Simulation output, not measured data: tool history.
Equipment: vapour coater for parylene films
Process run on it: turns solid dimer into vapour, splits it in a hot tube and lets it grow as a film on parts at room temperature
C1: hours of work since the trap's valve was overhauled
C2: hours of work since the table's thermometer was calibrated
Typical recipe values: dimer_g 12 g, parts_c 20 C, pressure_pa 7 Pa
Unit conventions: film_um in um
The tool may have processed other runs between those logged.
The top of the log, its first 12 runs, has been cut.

{"run": 13, "hour": 141.8, "dimer_g": 12, "parts_c": 20, "pressure_pa": 2.33, "C1": 297, "C2": 271, "film_um": 7.43}
{"hour": 158.0, "done": "trap's valve overhauled"}
{"run": 14, "hour": 162.7, "dimer_g": 12, "parts_c": 20, "pressure_pa": 2.33, "C1": 2, "C2": 280, "film_um": 7.86}
{"run": 15, "hour": 181.0, "dimer_g": 12, "parts_c": 20, "pressure_pa": 2.33, "C1": 11, "C2": 289, "film_um": 7.88}
{"run": 16, "hour": 188.8, "dimer_g": 12, "parts_c": 20, "pressure_pa": 5.45, "C1": 15, "C2": 293, "film_um": 7.08}
{"run": 17, "hour": 204.4, "dimer_g": 12, "parts_c": 20, "pressure_pa": 7, "C1": 23, "C2": 300, "film_um": 6.86}
{"run": 18, "hour": 223.6, "dimer_g": 12, "parts_c": 31, "pressure_pa": 7, "C1": 33, "C2": 310, "film_um": 4.22}
{"run": 19, "hour": 239.9, "dimer_g": 12, "parts_c": 20, "pressure_pa": 2.9, "C1": 41, "C2": 318, "film_um": 7.62}
{"run": 20, "hour": 254.6, "dimer_g": 8, "parts_c": 20, "pressure_pa": 7, "C1": 48, "C2": 325, "film_um": 4.57}
{"run": 21, "hour": 265.7, "dimer_g": 8, "parts_c": 20, "pressure_pa": 7, "C1": 54, "C2": 331, "film_um": 4.57}
{"run": 22, "hour": 279.2, "dimer_g": 11, "parts_c": 23, "pressure_pa": 6.85, "C1": 60, "C2": 338, "film_um": 5.47}
{"run": 23, "hour": 288.3, "dimer_g": 11, "parts_c": 20, "pressure_pa": 7, "C1": 65, "C2": 342, "film_um": 6.24}
{"run": 24, "hour": 297.7, "dimer_g": 9, "parts_c": 20, "pressure_pa": 7, "C1": 69, "C2": 347, "film_um": 5.11}
{"run": 25, "hour": 314.0, "dimer_g": 12, "parts_c": 13, "pressure_pa": 5.59, "C1": 78, "C2": 355, "film_um": 8.68}
{"run": 26, "hour": 327.1, "dimer_g": 12, "parts_c": 13, "pressure_pa": 5.59, "C1": 84, "C2": 361, "film_um": 8.67}
{"run": 27, "hour": 340.0, "dimer_g": 12, "parts_c": 13, "pressure_pa": 5.59, "C1": 90, "C2": 368, "film_um": 8.73}
{"run": 28, "hour": 353.4, "dimer_g": 12, "parts_c": 21, "pressure_pa": 5.43, "C1": 97, "C2": 375, "film_um": 6.72}
{"run": 29, "hour": 364.0, "dimer_g": 7, "parts_c": 21, "pressure_pa": 3.31, "C1": 102, "C2": 380, "film_um": 4.14}
{"run": 30, "hour": 378.0, "dimer_g": 9, "parts_c": 18, "pressure_pa": 4.2, "C1": 109, "C2": 387, "film_um": 5.9}
{"run": 31, "hour": 394.2, "dimer_g": 12, "parts_c": 24, "pressure_pa": 7, "C1": 117, "C2": 395, "film_um": 5.67}
{"run": 32, "hour": 404.6, "dimer_g": 12, "parts_c": 28, "pressure_pa": 11.56, "C1": 123, "C2": 400, "film_um": 4.46}
{"run": 33, "hour": 415.9, "dimer_g": 8, "parts_c": 20, "pressure_pa": 6.39, "C1": 128, "C2": 406, "film_um": 4.57}
{"run": 34, "hour": 425.2, "dimer_g": 12, "parts_c": 13, "pressure_pa": 7, "C1": 133, "C2": 410, "film_um": 8.66}
{"run": 35, "hour": 439.8, "dimer_g": 12, "parts_c": 30, "pressure_pa": 6.53, "C1": 140, "C2": 418, "film_um": 4.36}
{"run": 36, "hour": 450.3, "dimer_g": 12, "parts_c": 30, "pressure_pa": 6.53, "C1": 145, "C2": 423, "film_um": 4.37}

Predict each of these 5 candidate next runs independently; none follows another, all start after run 36:
{"run": "A", "hour": 468.3, "dimer_g": 12, "parts_c": 30, "pressure_pa": 2.11, "C1": 154, "C2": 432, "film_um": "?"}
{"run": "B", "hour": 468.3, "dimer_g": 12, "parts_c": 20, "pressure_pa": 9.28, "C1": 154, "C2": 432, "film_um": "?"}
{"run": "C", "hour": 468.3, "dimer_g": 15, "parts_c": 13, "pressure_pa": 2.72, "C1": 154, "C2": 432, "film_um": "?"}
{"run": "D", "hour": 468.3, "dimer_g": 6, "parts_c": 30, "pressure_pa": 4.1, "C1": 154, "C2": 432, "film_um": "?"}
{"run": "E", "hour": 468.3, "dimer_g": 10, "parts_c": 14, "pressure_pa": 11.56, "C1": 154, "C2": 432, "film_um": "?"}

run=A film_um=4.95
run=B film_um=6.51
run=C film_um=10.74
run=D film_um=2.3
run=E film_um=6.9
With the hidden condition removed and each run's random variation left untouched, the same runs would have given:
run=A film_um=5.07
run=B film_um=6.66
run=C film_um=11.13
run=D film_um=2.35
run=E film_um=7.06

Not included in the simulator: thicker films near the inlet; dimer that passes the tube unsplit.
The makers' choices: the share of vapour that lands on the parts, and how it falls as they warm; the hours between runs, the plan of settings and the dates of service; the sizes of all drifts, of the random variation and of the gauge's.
